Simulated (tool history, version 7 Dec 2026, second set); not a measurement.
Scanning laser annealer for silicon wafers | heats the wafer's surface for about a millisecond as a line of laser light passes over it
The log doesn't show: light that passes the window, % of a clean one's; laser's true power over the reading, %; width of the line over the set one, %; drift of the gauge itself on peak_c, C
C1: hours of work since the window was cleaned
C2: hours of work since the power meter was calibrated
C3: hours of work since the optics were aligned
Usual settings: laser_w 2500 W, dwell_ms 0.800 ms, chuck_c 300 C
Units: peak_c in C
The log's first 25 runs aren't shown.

run 26 hour=1554.1 | laser_w=2554 dwell_ms=0.797 chuck_c=300 | C1=288 C2=1321 C3=151 | peak_c=1080
run 27 hour=1593.1 | laser_w=2286 dwell_ms=0.978 chuck_c=300 | C1=315 C2=1348 C3=178 | peak_c=1068
run 28 hour=1642.0 | laser_w=2283 dwell_ms=0.978 chuck_c=334 | C1=349 C2=1382 C3=212 | peak_c=1097
run 29 hour=1703.0 | laser_w=2283 dwell_ms=0.978 chuck_c=334 | C1=391 C2=1424 C3=254 | peak_c=1094
run 30 hour=1776.5 | laser_w=2147 dwell_ms=0.778 chuck_c=330 | C1=442 C2=1474 C3=304 | peak_c=951
run 31 hour=1862.3 | laser_w=2322 dwell_ms=0.884 chuck_c=330 | C1=501 C2=1534 C3=363 | peak_c=1061
run 32 hour=1928.9 | laser_w=2125 dwell_ms=0.800 chuck_c=324 | C1=547 C2=1580 C3=409 | peak_c=940
run 33 hour=1967.4 | laser_w=2373 dwell_ms=0.800 chuck_c=267 | C1=573 C2=1606 C3=436 | peak_c=967
run 34 hour=2039.7 | laser_w=2551 dwell_ms=0.933 chuck_c=300 | C1=623 C2=1656 C3=486 | peak_c=1132
run 35 hour=2074.8 | laser_w=2627 dwell_ms=0.694 chuck_c=315 | C1=647 C2=1680 C3=510 | peak_c=1044
run 36 hour=2154.5 | laser_w=2358 dwell_ms=0.800 chuck_c=263 | C1=702 C2=1735 C3=565 | peak_c=957
run 37 hour=2201.0 | laser_w=2358 dwell_ms=0.800 chuck_c=263 | C1=734 C2=1767 C3=597 | peak_c=955
run 38 hour=2252.0 | laser_w=2461 dwell_ms=0.600 chuck_c=278 | C1=770 C2=1802 C3=632 | peak_c=893
-- hour=2271.5 window over the wafer cleaned
run 39 hour=2334.9 | laser_w=2461 dwell_ms=0.600 chuck_c=278 | C1=44 C2=1858 C3=688 | peak_c=909
run 40 hour=2388.8 | laser_w=2590 dwell_ms=0.998 chuck_c=287 | C1=81 C2=1895 C3=725 | peak_c=1183

3 ways to go on from here, each from the tool as it stands after run 40. What would each give?
run A hour=2442.0 | laser_w=2590 dwell_ms=0.998 chuck_c=318 | C1=118 C2=1932 C3=762 | peak_c=?
run B hour=2442.0 | laser_w=2590 dwell_ms=0.678 chuck_c=337 | C1=118 C2=1932 C3=762 | peak_c=?
run C hour=2442.0 | laser_w=2590 dwell_ms=0.759 chuck_c=263 | C1=118 C2=1932 C3=762 | peak_c=?

run=A peak_c=1210
run=B peak_c=1052
run=C peak_c=1026
Without the tool's hidden state the same runs would have given:
run=A peak_c=1240
run=B peak_c=1076
run=C peak_c=1051
